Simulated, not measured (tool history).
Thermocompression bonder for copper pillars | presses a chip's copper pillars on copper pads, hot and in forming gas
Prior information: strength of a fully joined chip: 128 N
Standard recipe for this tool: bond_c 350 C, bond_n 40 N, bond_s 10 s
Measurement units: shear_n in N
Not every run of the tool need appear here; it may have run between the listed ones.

run 1 hour=0.0 | bond_c=350 bond_n=40 bond_s=10 | shear_n=54.7
run 2 hour=77.1 | bond_c=350 bond_n=40 bond_s=10 | shear_n=53.9
run 3 hour=151.2 | bond_c=350 bond_n=40 bond_s=10 | shear_n=52.7
run 4 hour=196.3 | bond_c=350 bond_n=40 bond_s=10 | shear_n=53.3
run 5 hour=239.3 | bond_c=350 bond_n=40 bond_s=10 | shear_n=51.2
-- hour=266.7 forming gas filter changed
run 6 hour=305.3 | bond_c=350 bond_n=40 bond_s=10 | shear_n=55.2
run 7 hour=384.6 | bond_c=350 bond_n=40 bond_s=10 | shear_n=53.5
run 8 hour=446.4 | bond_c=350 bond_n=40 bond_s=10 | shear_n=53.7
run 9 hour=506.6 | bond_c=350 bond_n=40 bond_s=10 | shear_n=52.4
run 10 hour=586.5 | bond_c=350 bond_n=40 bond_s=10 | shear_n=52.2
run 11 hour=665.3 | bond_c=350 bond_n=40 bond_s=10 | shear_n=51.6
run 12 hour=729.8 | bond_c=350 bond_n=40 bond_s=10 | shear_n=49.7
run 13 hour=768.2 | bond_c=350 bond_n=40 bond_s=10 | shear_n=50.8
run 14 hour=824.3 | bond_c=350 bond_n=40 bond_s=10 | shear_n=48.9
-- hour=836.6 forming gas filter changed
run 15 hour=890.5 | bond_c=350 bond_n=40 bond_s=22 | shear_n=65.5
run 16 hour=960.0 | bond_c=350 bond_n=40 bond_s=22 | shear_n=67.2
run 17 hour=994.7 | bond_c=350 bond_n=40 bond_s=22 | shear_n=66.4

What will run 18 give?
-- hour=1054.9 heater calibrated with a thermocouple chip
run 18 hour=1068.7 | bond_c=350 bond_n=40 bond_s=22 | shear_n=?

Run 18 produced shear_n 74.7 N.
With no hidden state in the tool, this same run would have given shear_n 79.3 N.
